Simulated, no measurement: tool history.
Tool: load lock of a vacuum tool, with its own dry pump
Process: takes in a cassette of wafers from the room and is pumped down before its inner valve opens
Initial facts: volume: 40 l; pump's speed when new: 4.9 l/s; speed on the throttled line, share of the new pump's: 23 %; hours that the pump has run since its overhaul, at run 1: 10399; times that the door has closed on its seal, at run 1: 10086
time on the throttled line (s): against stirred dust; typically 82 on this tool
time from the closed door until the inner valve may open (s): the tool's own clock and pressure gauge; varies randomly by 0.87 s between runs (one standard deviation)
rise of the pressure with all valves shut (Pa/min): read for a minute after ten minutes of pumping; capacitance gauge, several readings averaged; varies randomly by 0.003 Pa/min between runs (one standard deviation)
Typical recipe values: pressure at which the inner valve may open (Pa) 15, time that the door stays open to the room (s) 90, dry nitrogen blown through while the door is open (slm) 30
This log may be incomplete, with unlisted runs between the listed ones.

run     hour  time on the throttled line (s)  pressure at which the inner valve may open (Pa)  time that the door stays open to the room (s)  dry nitrogen blown through while the door is open (slm)  hours that the pump has run since its overhaul  times that the door has closed on its seal  incoming humidity of the room's air, %  time from the closed door until the inner valve may open (s)  rise of the pressure with all valves shut (Pa/min)
  1      0.0                              82                                               15                                             90                                                       30                                           10399                                       10086                                    47.6                                                         141.5                                               0.076
  2    194.2                              82                                               15                                             90                                                       30                                           10593                                       10453                                    46.7                                                         141.2                                               0.077
  3    396.3                              82                                               15                                             90                                                       37                                           10795                                       10834                                    46.8                                                         139.5                                               0.075
  4    589.1                              82                                               15                                             90                                                       37                                           10988                                       11197                                    45.2                                                         140.9                                               0.082
  5    910.2                              84                                               15                                             90                                                       30                                           11309                                       11803                                    46.3                                                         141.7                                               0.089
  6   1232.7                              70                                               15                                             90                                                       30                                           11632                                       12411                                    45.4                                                         131.9                                               0.094
  7   1616.8                              70                                               15                                             90                                                       30                                           12016                                       13136                                    43.9                                                         133.2                                               0.106
  8   1930.3                              70                                               15                                             90                                                       30                                           12329                                       13727                                    41.7                                                         132.0                                               0.109
  9   2228.2                              70                                               15                                             25                                                       30                                           12627                                       14289                                    47.8                                                         132.7                                               0.113
 10   2605.0                              82                                               15                                             90                                                        9                                           13004                                       15000                                    47.1                                                         140.6                                               0.137
 11   2967.3                              82                                               15                                             90                                                        9                                           13366                                       15683                                    45.0                                                         139.7                                               0.140
 12   3196.1                              82                                               15                                             90                                                        9                                           13595                                       16115                                    47.4                                                         143.1                                               0.151
 13   3368.9                              82                                               22                                             90                                                       30                                           13768                                       16441                                    45.7                                                         138.6                                               0.141
 14   3744.4                              82                                               22                                             90                                                       30                                           14144                                       17149                                    45.4                                                         138.1                                               0.152
 15   3970.5                              82                                               22                                             90                                                       30                                           14370                                       17575                                    48.3                                                         138.1                                               0.160
 16   4273.7                              82                                               22                                             90                                                       30                                           14673                                       18147                                    47.8                                                         137.5                                               0.165
 17   4537.7                              82                                               20                                             90                                                       30                                           14937                                       18645                                    45.8                                                         138.5                                               0.170
 18   4781.2                              82                                               20                                             90                                                       30                                           15180                                       19104                                    43.7                                                         140.0                                               0.178
 19   5028.2                              82                                               20                                             90                                                       30                                           15427                                       19570                                    43.8                                                         141.1                                               0.186
 20   5414.3                              82                                               20                                            215                                                       30                                           15814                                       20299                                    40.1                                                         140.7                                               0.200
      5731.5  -- door's seal changed, seat wiped
 21   5731.5                              42                                               11                                             85                                                       29                                           16129                                           0                                    46.0                                                         117.7                                               0.023
 22   6048.7                              61                                               28                                            152                                                       16                                           16446                                         598                                    46.1                                                         121.2                                               0.034
 23   6283.1                              61                                               28                                            152                                                       16                                           16681                                        1041                                    45.6                                                         122.9                                               0.034
 24   6492.3                              61                                               28                                            152                                                       16                                           16890                                        1435                                    43.3                                                         122.6                                               0.036
 25   6703.9                              61                                               28                                            152                                                       16                                           17102                                        1834                                    41.4                                                         121.1                                               0.034
 26   6891.6                             102                                               25                                             79                                                       16                                           17289                                        2188                                    43.6                                                         151.6                                               0.038
 27   7224.6                             102                                               20                                             79                                                        6                                           17622                                        2816                                    46.6                                                         155.5                                               0.044
 28   7513.5                             102                                               17                                             79                                                       22                                           17911                                        3361                                    44.9                                                         158.6                                               0.036
 29   7727.9                              83                                               23                                             48                                                        5                                           18126                                        3766                                    40.4                                                         140.8                                               0.038
 30   7927.3                              82                                               15                                            192                                                       30                                           18325                                        4142                                    45.9                                                         143.7                                               0.043
 31   8284.2                              82                                               15                                            192                                                       30                                           18682                                        4815                                    45.6                                                         143.5                                               0.047
 32   8467.8                             124                                               15                                            192                                                        5                                           18865                                        5161                                    46.7                                                         174.1                                               0.067
 33   8662.6                             124                                               15                                            192                                                        5                                           19060                                        5529                                    45.4                                                         175.5                                               0.060
      9017.3  -- dry pump taken out, an overhauled one fitted
 34   9020.5                             124                                               15                                            192                                                        5                                               3                                        6192                                    46.5                                                         170.3                                               0.073
 35   9352.7                              82                                               28                                             90                                                       30                                             335                                        6819                                    44.5                                                         132.0                                               0.056
 36   9693.1                              52                                               28                                             54                                                       30                                             676                                        7461                                    47.1                                                         107.6                                               0.059
 37  10030.3                              82                                               15                                             90                                                        8                                            1013                                        8097                                    45.2                                                         136.5                                               0.080

Table of differences, measured result less the result of that run with no hidden state. Run-to-run variation is the same in both. Gauge scatter possibly is not:
The hidden state here: pump's speed, % of a new pump's; leak at the door's seal, Pa l/s; drift of the gauge itself on ready_s, %; drift of the gauge itself on rise_pa_min, %.
run  time from the closed door until the inner valve may open (s)  rise of the pressure with all valves shut (Pa/min)
  1                                                          +4.1                                              +0.052
  2                                                          +4.2                                              +0.053
  3                                                          +4.1                                              +0.059
  4                                                          +4.3                                              +0.062
  5                                                          +4.3                                              +0.067
  6                                                          +4.8                                              +0.073
  7                                                          +5.0                                              +0.083
  8                                                          +5.1                                              +0.091
  9                                                          +5.3                                              +0.096
 10                                                          +5.1                                              +0.101
 11                                                          +5.2                                              +0.110
 12                                                          +5.5                                              +0.116
 13                                                          +5.2                                              +0.120
 14                                                          +5.3                                              +0.130
 15                                                          +5.4                                              +0.134
 16                                                          +5.5                                              +0.141
 17                                                          +5.7                                              +0.151
 18                                                          +5.8                                              +0.156
 19                                                          +6.0                                              +0.162
 20                                                          +6.1                                              +0.176
 21                                                          +8.2                                              +0.000
 22                                                          +6.7                                              +0.001
 23                                                          +7.0                                              +0.003
 24                                                          +7.1                                              +0.005
 25                                                          +7.1                                              +0.006
 26                                                          +5.8                                              +0.007
 27                                                          +6.3                                              +0.010
 28                                                          +6.6                                              +0.012
 29                                                          +6.9                                              +0.014
 30                                                          +7.5                                              +0.015
 31                                                          +7.6                                              +0.019
 32                                                          +6.3                                              +0.021
 33                                                          +6.5                                              +0.023
 34                                                          +0.2                                              +0.029
 35                                                          +0.3                                              +0.031
 36                                                          +0.5                                              +0.037
 37                                                          +0.6                                              +0.041
